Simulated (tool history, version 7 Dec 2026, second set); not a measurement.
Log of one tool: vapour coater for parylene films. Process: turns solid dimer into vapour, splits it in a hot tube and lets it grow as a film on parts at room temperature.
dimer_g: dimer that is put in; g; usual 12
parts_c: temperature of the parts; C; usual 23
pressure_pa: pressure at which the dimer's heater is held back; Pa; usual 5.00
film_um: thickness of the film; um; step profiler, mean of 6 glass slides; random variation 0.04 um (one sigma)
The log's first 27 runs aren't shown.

run,day,dimer_g,parts_c,pressure_pa,hours of work since the trap's valve was overhauled,hours of work since the table's thermometer was calibrated,film_um
28,60.700,6,26,11.62,441,488,1.54
29,63.500,6,24,11.62,485,532,1.67
30,65.583,6,24,11.62,518,565,1.66
# day 67.271: trap's valve overhauled
31,67.575,6,24,11.62,5,594,1.66
32,70.046,6,23,4.75,44,633,2.17
33,72.042,6,23,4.75,75,664,2.11
34,74.775,15,31,5.00,119,708,3.96
35,77.200,8,28,3.11,157,746,2.59
36,79.617,8,30,3.11,195,784,2.41
# day 81.188: table's thermometer calibrated
37,81.188,5,15,2.21,219,0,2.23
38,83.542,8,21,4.80,256,37,3.07
39,85.850,8,20,3.41,293,74,3.49
40,88.512,8,20,3.41,335,116,3.39
41,90.950,8,20,3.41,373,154,3.47
42,92.479,8,20,3.41,397,178,3.45
43,93.992,7,18,3.79,421,202,3.10
44,96.375,7,18,3.79,459,240,3.09
45,98.533,11,15,3.19,493,274,4.88
46,100.358,12,30,6.31,522,303,3.08
# day 101.829: trap's valve overhauled
47,102.333,5,31,5.00,8,331,1.28
48,104.496,5,31,5.00,42,365,1.34

3 ways to go on from here, each from the tool as it stands after run 48. What would each give?
A,106.804,5,28,3.57,79,402,?
B,106.804,21,16,5.00,79,402,?
C,106.804,5,16,5.00,79,402,?

run,film_um
A,1.57
B,9.29
C,2.22
Without the tool's hidden state the same runs would have given:
run,film_um
A,1.58
B,9.30
C,2.22
